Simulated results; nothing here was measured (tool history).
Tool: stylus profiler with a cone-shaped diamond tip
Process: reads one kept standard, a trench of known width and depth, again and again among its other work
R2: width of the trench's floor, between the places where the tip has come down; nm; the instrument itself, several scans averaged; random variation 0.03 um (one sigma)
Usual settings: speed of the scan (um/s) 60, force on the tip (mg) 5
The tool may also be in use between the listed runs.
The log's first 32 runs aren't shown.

Run 33, day 97.433: usual settings but speed of the scan (um/s) 224, force on the tip (mg) 2.43. Result: depth of the trench (Å) 5023.3, R2 92400 nm.
Run 34, day 99.875: usual settings but speed of the scan (um/s) 42, force on the tip (mg) 2.43. Result: depth of the trench (Å) 5023.9, R2 92920 nm.
Run 35, day 103.95: usual settings but speed of the scan (um/s) 17, force on the tip (mg) 3.24. Result: depth of the trench (Å) 5029.4, R2 92860 nm.
Run 36, day 107.679: usual settings but speed of the scan (um/s) 36, force on the tip (mg) 7.68. Result: depth of the trench (Å) 5071.8, R2 92790 nm.
Run 37, day 110.992: usual settings but speed of the scan (um/s) 36, force on the tip (mg) 7.68. Result: depth of the trench (Å) 5070.3, R2 92800 nm.
Run 38, day 114.121: usual settings but speed of the scan (um/s) 25, force on the tip (mg) 7.68. Result: depth of the trench (Å) 5068.6, R2 92740 nm.
Run 39, day 115.992: usual settings but speed of the scan (um/s) 140, force on the tip (mg) 5.73. Result: depth of the trench (Å) 5054.7, R2 92510 nm.
Run 40, day 118.167: usual settings but speed of the scan (um/s) 226, force on the tip (mg) 2.67. Result: depth of the trench (Å) 5024.9, R2 92240 nm.
Run 41, day 121.217: usual settings but speed of the scan (um/s) 25, force on the tip (mg) 4.91. Result: depth of the trench (Å) 5044.1, R2 92610 nm.
Run 42, day 123.654: usual settings but speed of the scan (um/s) 75, force on the tip (mg) 7.17. Result: depth of the trench (Å) 5063.6, R2 92510 nm.
Run 43, day 126.075: usual settings but speed of the scan (um/s) 162, force on the tip (mg) 7.74. Result: depth of the trench (Å) 5068.5, R2 92430 nm.
Run 44, day 128.558: usual settings but speed of the scan (um/s) 25. Result: depth of the trench (Å) 5046.2, R2 92600 nm.
Run 45, day 132.221: usual settings but speed of the scan (um/s) 25. Result: depth of the trench (Å) 5044.8, R2 92500 nm.
Run 46, day 135.904: usual settings but speed of the scan (um/s) 76, force on the tip (mg) 3.62. Result: depth of the trench (Å) 5030.5, R2 92340 nm.

4 ways to go on from here, each from the tool as it stands after run 46. What would each give?
At day 136.721: height scale calibrated on a step standard.
Run A, day 137.792: usual settings but speed of the scan (um/s) 73, force on the tip (mg) 2.3. Result: depth of the trench (Å) ?, R2 ?.
At day 136.721: height scale calibrated on a step standard.
Run B, day 137.792: usual settings but speed of the scan (um/s) 37, force on the tip (mg) 4.93. Result: depth of the trench (Å) ?, R2 ?.
At day 136.721: height scale calibrated on a step standard.
Run C, day 137.792: usual settings but speed of the scan (um/s) 55, force on the tip (mg) 3.83. Result: depth of the trench (Å) ?, R2 ?.
At day 136.721: height scale calibrated on a step standard.
Run D, day 137.792: usual settings but speed of the scan (um/s) 17, force on the tip (mg) 6.14. Result: depth of the trench (Å) ?, R2 ?.

run  depth of the trench (Å)     R2
  A                   5040.7  92340
  B                   5068.5  92440
  C                   5057.7  92370
  D                   5079.7  92470
Without the tool's hidden state the same runs would have given:
run  depth of the trench (Å)     R2
  A                     5041  95460
  B                   5068.9  95570
  C                   5058.1  95500
  D                     5080  95590

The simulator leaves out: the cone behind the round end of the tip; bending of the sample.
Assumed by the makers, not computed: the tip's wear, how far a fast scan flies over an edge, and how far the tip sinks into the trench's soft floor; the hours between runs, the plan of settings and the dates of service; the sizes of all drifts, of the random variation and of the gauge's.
